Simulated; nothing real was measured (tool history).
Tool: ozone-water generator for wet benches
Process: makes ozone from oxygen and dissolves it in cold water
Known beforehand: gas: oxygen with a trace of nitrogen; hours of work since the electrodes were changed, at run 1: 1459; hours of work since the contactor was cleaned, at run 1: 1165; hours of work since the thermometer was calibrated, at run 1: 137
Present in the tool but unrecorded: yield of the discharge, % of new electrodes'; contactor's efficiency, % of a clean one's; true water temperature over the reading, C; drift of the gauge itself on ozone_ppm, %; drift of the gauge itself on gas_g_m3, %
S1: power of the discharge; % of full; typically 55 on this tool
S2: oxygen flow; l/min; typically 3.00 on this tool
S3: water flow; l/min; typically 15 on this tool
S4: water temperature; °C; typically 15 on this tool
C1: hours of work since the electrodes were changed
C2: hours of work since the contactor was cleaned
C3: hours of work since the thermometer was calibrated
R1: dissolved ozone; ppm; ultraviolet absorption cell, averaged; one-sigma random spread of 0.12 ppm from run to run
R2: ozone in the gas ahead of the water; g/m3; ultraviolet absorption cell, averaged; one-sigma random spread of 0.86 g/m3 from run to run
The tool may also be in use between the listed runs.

run   hour  S1    S2  S3  S4    C1    C2   C3    R1     R2
  1    0.0  55  3.00  15  15  1459  1165  137  11.1  134.2
  2   60.5  55  3.00  15  15  1499  1205  178  11.3  132.1
  3   88.7  55  3.00  15  15  1518  1224  196  11.3  133.3
  4  119.9  45  3.00  15  15  1539  1245  217  10.3  120.7
     126.9  -- contactor cleaned
  5  166.9  74  3.00  15  15  1567    27  246  13.2  155.2
  6  227.9  74  3.00  15  15  1608    67  287  12.8  155.9
  7  285.6  58  2.36  15  15  1647   106  325  11.1  156.3
     299.3  -- contactor cleaned, once more
  8  328.7  67  3.00  15  17  1673    20  352  12.3  147.6
  9  358.9  90  3.93  15  18  1693    40  372  14.3  148.1
 10  421.7  90  3.47  16   9  1735    82  414  14.8  157.4
 11  454.2  71  3.00  18  15  1757   104  435  10.9  151.6
 12  493.4  71  3.00  18  15  1783   130  462  11.0  152.8

Here are 5 independent what-if runs from the current tool condition. What would each one return?
  A  551.8  40  1.80   9  15  1822  169  501   ?   ?
  B  551.8  73  2.44  15  15  1822  169  501   ?   ?
  C  551.8  55  2.01  17   7  1822  169  501   ?   ?
  D  551.8  71  4.89  18  15  1822  169  501   ?   ?
  E  551.8  55  5.35  15  15  1822  169  501   ?   ?

run    R1     R2
  A  14.3  148.5
  B  13.0  171.3
  C   9.8  166.5
  D  11.1  115.5
  E  11.6   96.2
With the hidden condition removed and each run's random variation left untouched, the same runs would have given:
run    R1     R2
  A  14.9  154.1
  B  13.9  180.5
  C  10.4  174.1
  D  11.8  121.7
  E  12.2  100.7
